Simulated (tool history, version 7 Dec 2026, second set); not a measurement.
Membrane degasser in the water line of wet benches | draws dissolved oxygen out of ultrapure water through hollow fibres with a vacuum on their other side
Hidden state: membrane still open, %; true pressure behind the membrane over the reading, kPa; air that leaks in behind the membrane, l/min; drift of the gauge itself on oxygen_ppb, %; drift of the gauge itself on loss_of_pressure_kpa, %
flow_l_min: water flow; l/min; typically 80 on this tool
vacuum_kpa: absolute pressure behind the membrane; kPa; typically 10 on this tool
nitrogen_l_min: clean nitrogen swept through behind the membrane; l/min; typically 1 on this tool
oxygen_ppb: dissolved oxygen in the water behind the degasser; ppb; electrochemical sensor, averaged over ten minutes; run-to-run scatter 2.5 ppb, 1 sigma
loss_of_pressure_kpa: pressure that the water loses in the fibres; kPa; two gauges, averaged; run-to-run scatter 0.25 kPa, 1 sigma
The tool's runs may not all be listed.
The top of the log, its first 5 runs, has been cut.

run	hour	flow_l_min	vacuum_kpa	nitrogen_l_min	hours since the membrane was changed	hours since the vacuum gauge was calibrated	hours since the vacuum lines were made tight	oxygen_ppb	loss_of_pressure_kpa
6	173.7	80	10	1	822	5752	5880	862.4	66.41
7	213.5	80	10	1	862	5792	5920	863.1	66.66
8	250.8	80	10	1	899	5829	5957	867.4	66.49
9	289.3	80	10	1	938	5867	5995	866.5	67.08
10	329.3	80	10	1	978	5907	6035	867.4	66.02
11	353.1	80	10	1	1002	5931	6059	866.1	66.6
12	395	68	10	1	1044	5973	6101	774.7	56.77
13	433.4	64	10	1	1082	6012	6140	740.2	53.31
14	468.3	64	10	1	1117	6046	6174	745.6	53.04
15	495.2	80	10	1	1144	6073	6201	873	66.22
16	519.6	80	10	1	1168	6098	6226	873.2	66.49
17	542.7	80	9.4	1.13	1191	6121	6249	744.3	66.39
18	574.3	80	9.4	1.13	1223	6152	6280	740.5	66.64
# hour 592.6: gauge calibrated
19	602	51	18.2	1	1250	6180	6308	1275.3	42.18
20	634.7	80	20.3	0.52	1283	6213	6341	2714	66.26
21	680.8	80	12.9	2.16	1329	6259	6387	696.6	66.66
22	700.2	96	23.5	2.16	1349	6278	6406	1539.6	79.79

Forecast run 23:
23	732.9	96	23.5	2.16	1381	6311	6439	?	?

Logged for run 23: oxygen_ppb 1535.4 ppb, loss_of_pressure_kpa 80.03 kPa.
Without the tool's hidden state the same run would have given oxygen_ppb 1528.4 ppb, loss_of_pressure_kpa 80.03 kPa.
